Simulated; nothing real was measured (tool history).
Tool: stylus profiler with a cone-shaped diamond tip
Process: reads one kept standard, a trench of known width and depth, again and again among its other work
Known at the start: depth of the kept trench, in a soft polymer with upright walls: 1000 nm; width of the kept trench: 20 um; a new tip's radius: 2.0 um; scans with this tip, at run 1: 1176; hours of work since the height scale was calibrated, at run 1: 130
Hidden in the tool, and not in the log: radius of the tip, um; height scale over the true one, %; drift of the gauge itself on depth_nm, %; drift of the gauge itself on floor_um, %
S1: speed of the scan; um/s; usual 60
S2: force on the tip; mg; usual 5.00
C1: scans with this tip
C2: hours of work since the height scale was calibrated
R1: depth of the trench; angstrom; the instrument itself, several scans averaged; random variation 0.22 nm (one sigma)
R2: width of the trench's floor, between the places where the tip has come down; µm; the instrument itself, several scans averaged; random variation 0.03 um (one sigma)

run 1 hour=0.0 | S1=60 S2=5.00 | C1=1176 C2=130 | R1=10183.2 R2=16.07
run 2 hour=15.2 | S1=60 S2=5.00 | C1=1256 C2=139 | R1=10183.1 R2=15.97
run 3 hour=36.4 | S1=60 S2=5.00 | C1=1367 C2=152 | R1=10187.8 R2=16.06
run 4 hour=52.6 | S1=60 S2=5.00 | C1=1452 C2=161 | R1=10182.3 R2=15.97
run 5 hour=69.7 | S1=60 S2=5.00 | C1=1541 C2=171 | R1=10179.7 R2=15.96
-- hour=72.1 height scale calibrated on a step standard
run 6 hour=85.7 | S1=60 S2=5.00 | C1=1622 C2=8 | R1=10189.6 R2=15.96
run 7 hour=102.9 | S1=60 S2=3.87 | C1=1712 C2=18 | R1=10157.1 R2=15.91
-- hour=108.8 height scale calibrated on a step standard, once more
run 8 hour=124.7 | S1=39 S2=1.74 | C1=1824 C2=9 | R1=10094.2 R2=15.85
run 9 hour=137.2 | S1=24 S2=2.98 | C1=1890 C2=17 | R1=10136.0 R2=15.93
run 10 hour=146.9 | S1=228 S2=4.38 | C1=1940 C2=22 | R1=10174.1 R2=15.21
run 11 hour=165.4 | S1=60 S2=7.27 | C1=2037 C2=33 | R1=10238.4 R2=15.86
run 12 hour=178.4 | S1=60 S2=2.84 | C1=2105 C2=40 | R1=10135.4 R2=15.73

3 ways to go on from here, each from the tool as it stands after run 12. What would each give?
run A hour=190.4 | S1=64 S2=2.84 | C1=2168 C2=47 | R1=? R2=?
run B hour=190.4 | S1=22 S2=2.50 | C1=2168 C2=47 | R1=? R2=?
run C hour=190.4 | S1=60 S2=7.71 | C1=2168 C2=47 | R1=? R2=?

run=A R1=10128.4 R2=15.70
run=B R1=10125.0 R2=15.89
run=C R1=10248.7 R2=15.81
Without the tool's hidden state the same runs would have given:
run=A R1=10122.8 R2=16.27
run=B R1=10119.4 R2=16.46
run=C R1=10242.9 R2=16.38
